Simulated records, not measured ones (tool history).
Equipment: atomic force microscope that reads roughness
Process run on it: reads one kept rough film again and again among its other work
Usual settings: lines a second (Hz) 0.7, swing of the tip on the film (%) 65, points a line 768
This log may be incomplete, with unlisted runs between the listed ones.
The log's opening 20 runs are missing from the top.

run	day	lines a second (Hz)	swing of the tip on the film (%)	points a line	pictures with this tip	hours of work since the height scale was calibrated	roughness of the kept film (nm (root mean square))
21	33.117	1.151	81	768	233	1528	2.288
22	35.321	1.983	58	486	286	1556	2.264
23	36.604	0.7	90	382	317	1572	2.092
# day 38.446: new tip fitted
24	38.446	0.7	90	382	0	1595	2.882
25	40.621	0.7	90	382	53	1622	2.727
26	41.942	1.219	77	309	85	1638	2.637
27	43.629	1.219	77	309	126	1660	2.551
28	45.608	0.7	83	832	174	1684	2.506
29	46.862	0.7	75	768	204	1700	2.466
30	48.442	2.695	69	768	242	1720	2.276
31	50.292	2.695	69	768	287	1743	2.21
32	52.55	2.695	69	768	342	1772	2.109
# day 53.267: new tip fitted
33	54.438	0.7	65	768	28	1795	2.992
34	55.904	0.768	72	775	64	1813	2.819
35	57.508	1.492	81	647	103	1834	2.563
36	59.833	1.492	65	1009	159	1863	2.563
37	60.954	1.492	65	1009	186	1877	2.512
38	62.35	1.264	61	768	220	1894	2.46
39	63.925	0.871	62	289	258	1914	2.33
40	65.888	3.571	62	648	306	1939	2.173
41	67.525	3.571	62	648	345	1959	2.108
# day 68.196: new tip fitted
42	69.488	3.571	83	965	31	1984	2.379

Branching from run 42: 5 alternative next runs. What would each branch give?
A	72.025	0.7	59	768	93	2015	?
B	72.025	0.64	63	747	93	2015	?
C	72.025	3.571	67	311	93	2015	?
D	72.025	3.571	89	965	93	2015	?
E	72.025	0.7	72	768	93	2015	?

run	roughness of the kept film (nm (root mean square))
A	2.785
B	2.775
C	2.481
D	2.112
E	2.77
With the hidden condition removed and each run's random variation left untouched, the same runs would have given:
run	roughness of the kept film (nm (root mean square))
A	3.122
B	3.11
C	2.78
D	2.367
E	3.104
